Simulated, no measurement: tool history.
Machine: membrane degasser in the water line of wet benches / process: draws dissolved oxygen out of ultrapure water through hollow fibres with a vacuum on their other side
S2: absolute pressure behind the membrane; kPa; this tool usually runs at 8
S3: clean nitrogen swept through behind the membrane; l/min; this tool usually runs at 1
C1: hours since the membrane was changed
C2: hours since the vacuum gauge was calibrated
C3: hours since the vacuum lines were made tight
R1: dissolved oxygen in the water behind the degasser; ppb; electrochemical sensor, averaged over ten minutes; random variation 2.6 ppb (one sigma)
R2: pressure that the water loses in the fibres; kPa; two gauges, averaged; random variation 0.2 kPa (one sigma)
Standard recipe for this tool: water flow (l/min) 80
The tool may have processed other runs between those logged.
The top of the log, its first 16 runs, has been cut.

{"run": 17, "day": 79.675, "water flow (l/min)": 48, "S2": 6.38, "S3": 1.16, "C1": 2365, "C2": 143, "C3": 2365, "R1": 284.2, "R2": 25.57}
{"run": 18, "day": 85.938, "water flow (l/min)": 70, "S2": 9.15, "S3": 0.79, "C1": 2515, "C2": 293, "C3": 2515, "R1": 859.2, "R2": 37.43}
{"run": 19, "day": 93.021, "water flow (l/min)": 64, "S2": 8, "S3": 0.87, "C1": 2685, "C2": 463, "C3": 2685, "R1": 629.2, "R2": 34.01}
{"run": 20, "day": 98.392, "water flow (l/min)": 64, "S2": 8, "S3": 0.87, "C1": 2814, "C2": 592, "C3": 2814, "R1": 630.5, "R2": 34.56}
{"run": 21, "day": 101.638, "water flow (l/min)": 80, "S2": 12.45, "S3": 1, "C1": 2892, "C2": 670, "C3": 2892, "R1": 1193.2, "R2": 43.03}
{"day": 103.758, "done": "vacuum gauge calibrated, once more"}
{"run": 22, "day": 106.067, "water flow (l/min)": 80, "S2": 12.45, "S3": 1, "C1": 2998, "C2": 55, "C3": 2998, "R1": 1168.4, "R2": 43.17}
{"run": 23, "day": 109.929, "water flow (l/min)": 87, "S2": 19.71, "S3": 1.85, "C1": 3090, "C2": 148, "C3": 3090, "R1": 1381.1, "R2": 46.73}
{"run": 24, "day": 115.388, "water flow (l/min)": 127, "S2": 5.36, "S3": 1.5, "C1": 3221, "C2": 279, "C3": 3221, "R1": 511.1, "R2": 68.01}
{"run": 25, "day": 121.075, "water flow (l/min)": 127, "S2": 5.36, "S3": 1.5, "C1": 3358, "C2": 416, "C3": 3358, "R1": 514.7, "R2": 68.01}
{"run": 26, "day": 126.033, "water flow (l/min)": 127, "S2": 5.36, "S3": 1.5, "C1": 3477, "C2": 535, "C3": 3477, "R1": 512.9, "R2": 68.34}
{"run": 27, "day": 131.979, "water flow (l/min)": 109, "S2": 12.67, "S3": 1, "C1": 3620, "C2": 677, "C3": 3620, "R1": 1484.3, "R2": 58.63}
{"run": 28, "day": 139.042, "water flow (l/min)": 62, "S2": 14.57, "S3": 0.77, "C1": 3789, "C2": 847, "C3": 3789, "R1": 1366.5, "R2": 33.24}
{"run": 29, "day": 143.279, "water flow (l/min)": 62, "S2": 16.99, "S3": 0.96, "C1": 3891, "C2": 948, "C3": 3891, "R1": 1409.7, "R2": 33.34}
{"run": 30, "day": 146.512, "water flow (l/min)": 70, "S2": 8, "S3": 1.64, "C1": 3969, "C2": 1026, "C3": 3969, "R1": 434.9, "R2": 37.75}
{"run": 31, "day": 152.4, "water flow (l/min)": 83, "S2": 4.93, "S3": 1, "C1": 4110, "C2": 1167, "C3": 4110, "R1": 308.7, "R2": 44.98}
{"run": 32, "day": 156.842, "water flow (l/min)": 51, "S2": 8, "S3": 1, "C1": 4216, "C2": 1274, "C3": 4216, "R1": 463.4, "R2": 27.95}

Branching from run 32: 3 alternative next runs. What would each branch give?
{"run": "A", "day": 160.921, "water flow (l/min)": 51, "S2": 8, "S3": 0.69, "C1": 4314, "C2": 1372, "C3": 4314, "R1": "?", "R2": "?"}
{"run": "B", "day": 160.921, "water flow (l/min)": 63, "S2": 14.02, "S3": 0.47, "C1": 4314, "C2": 1372, "C3": 4314, "R1": "?", "R2": "?"}
{"run": "C", "day": 160.921, "water flow (l/min)": 54, "S2": 8, "S3": 0.51, "C1": 4314, "C2": 1372, "C3": 4314, "R1": "?", "R2": "?"}

run=A R1=589.5 R2=27.79
run=B R1=1722.6 R2=34.5
run=C R1=729.9 R2=29.23
What these runs would have given with no unlogged condition in the tool:
run=A R1=588.9 R2=26.77
run=B R1=1739.6 R2=33.25
run=C R1=733.6 R2=28.15
